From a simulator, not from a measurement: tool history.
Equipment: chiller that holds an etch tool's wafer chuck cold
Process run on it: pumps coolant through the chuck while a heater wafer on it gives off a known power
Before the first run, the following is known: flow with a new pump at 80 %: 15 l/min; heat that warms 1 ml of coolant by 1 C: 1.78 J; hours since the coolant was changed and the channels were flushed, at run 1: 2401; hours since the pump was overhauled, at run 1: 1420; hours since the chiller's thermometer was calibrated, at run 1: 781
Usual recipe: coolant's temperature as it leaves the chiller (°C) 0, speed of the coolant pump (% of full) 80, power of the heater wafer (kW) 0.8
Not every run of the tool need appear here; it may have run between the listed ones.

run,hour,coolant's temperature as it leaves the chiller (°C),speed of the coolant pump (% of full),power of the heater wafer (kW),hours since the coolant was changed and the channels were flushed,hours since the pump was overhauled,hours since the chiller's thermometer was calibrated,chuck's temperature once it has settled (°C),how much warmer the coolant comes back (C)
1,0,0,80,0.8,2401,1420,781,5.92,1.9
2,28.8,0,80,0.8,2430,1449,809,5.84,1.87
3,57.1,0,62,0.8,2458,1477,838,7.35,2.47
4,75.4,0,95,0.8,2476,1495,856,5.1,1.58
5,104.5,0,95,0.8,2505,1525,885,5.21,1.59
6,127.3,0,95,0.8,2528,1547,908,5.13,1.57
7,148.7,0,80,0.47,2549,1569,929,3.53,1.13
8,167,0,73,0.8,2568,1587,948,6.44,2.09
9,198.5,0,73,0.8,2599,1619,979,6.49,2.09
10,217.6,6,80,0.8,2618,1638,998,12.02,1.88
11,241.5,0,80,0.8,2642,1662,1022,6.1,1.9
12,259.3,0,80,0.8,2660,1679,1040,6.06,1.9
13,289.2,0,80,0.8,2690,1709,1070,6.06,1.92
14,311.6,0,80,0.8,2712,1732,1092,5.98,1.9
15,337.8,0,80,0.8,2739,1758,1118,6.23,1.89
16,359.8,0,80,0.8,2761,1780,1140,6.35,1.91
17,395.4,6,61,0.8,2796,1816,1176,13.79,2.59
18,423.3,0,80,0.436,2824,1843,1204,3.22,1.02
19,459.4,6,80,0.524,2860,1880,1240,9.87,1.25
20,490.5,-6,78,0.582,2891,1911,1271,-1.6,1.45
21,517.4,-7,74,0.467,2918,1938,1298,-3.3,1.21
22,551.9,-7,74,0.467,2953,1972,1333,-3.27,1.22
# hour 588.1: coolant changed, channels flushed
23,593.3,0,80,0.832,5,2007,1368,5.29,1.99
24,622.5,0,80,0.832,34,2037,1397,5.28,1.99
25,645.4,5,78,0.908,57,2060,1420,10.98,2.26
26,664,5,78,0.908,76,2078,1439,11.07,2.25
27,697.2,0,88,0.751,109,2111,1472,4.36,1.63
28,733.2,0,80,0.966,145,2147,1508,6.41,2.33
29,762.8,0,93,0.705,175,2177,1537,4,1.45
30,787.6,2,80,0.569,199,2202,1562,5.7,1.37
31,802.6,9,80,0.911,214,2217,1577,14.97,2.2
32,829.6,9,80,0.911,241,2244,1604,14.94,2.21

How would selected steps in chuck's temperature once it has settled (°C) from run to run divide? Give the signed amount a tool lacking its hidden state would still show from settings, what came in and random variation, and the signed amount left for the hidden state, including any gauge scatter that is not in both of the compared results.
The tool's hidden condition here consists of: heat passed by the chuck's channels, % of clean ones'; flow at a given pump speed, % of a new pump's; coolant's true temperature over the reading, C; drift of the gauge itself on chuck_c, C; drift of the gauge itself on warmer_back_c, C.
Run 7 -> 8: speed of the coolant pump (% of full) 80 -> 73, power of the heater wafer (kW) 0.47 -> 0.8. chuck's temperature once it has settled (°C) +2.91: hidden state +0.55, all else +2.36.
Run 17 -> 18: coolant's temperature as it leaves the chiller (°C) 6 -> 0, speed of the coolant pump (% of full) 61 -> 80, power of the heater wafer (kW) 0.8 -> 0.436. chuck's temperature once it has settled (°C) -10.57: hidden state -0.87, all else -9.7.
Run 19 -> 20: coolant's temperature as it leaves the chiller (°C) 6 -> -6, speed of the coolant pump (% of full) 80 -> 78, power of the heater wafer (kW) 0.524 -> 0.582. chuck's temperature once it has settled (°C) -11.47: hidden state +0.13, all else -11.6.
Run 22 -> 23: coolant's temperature as it leaves the chiller (°C) -7 -> 0, speed of the coolant pump (% of full) 74 -> 80, power of the heater wafer (kW) 0.467 -> 0.832, coolant changed, channels flushed. chuck's temperature once it has settled (°C) +8.56: hidden state -0.53, all else +9.09.
Run 30 -> 31: coolant's temperature as it leaves the chiller (°C) 2 -> 9, power of the heater wafer (kW) 0.569 -> 0.911. chuck's temperature once it has settled (°C) +9.27: hidden state +0.16, all else +9.11.
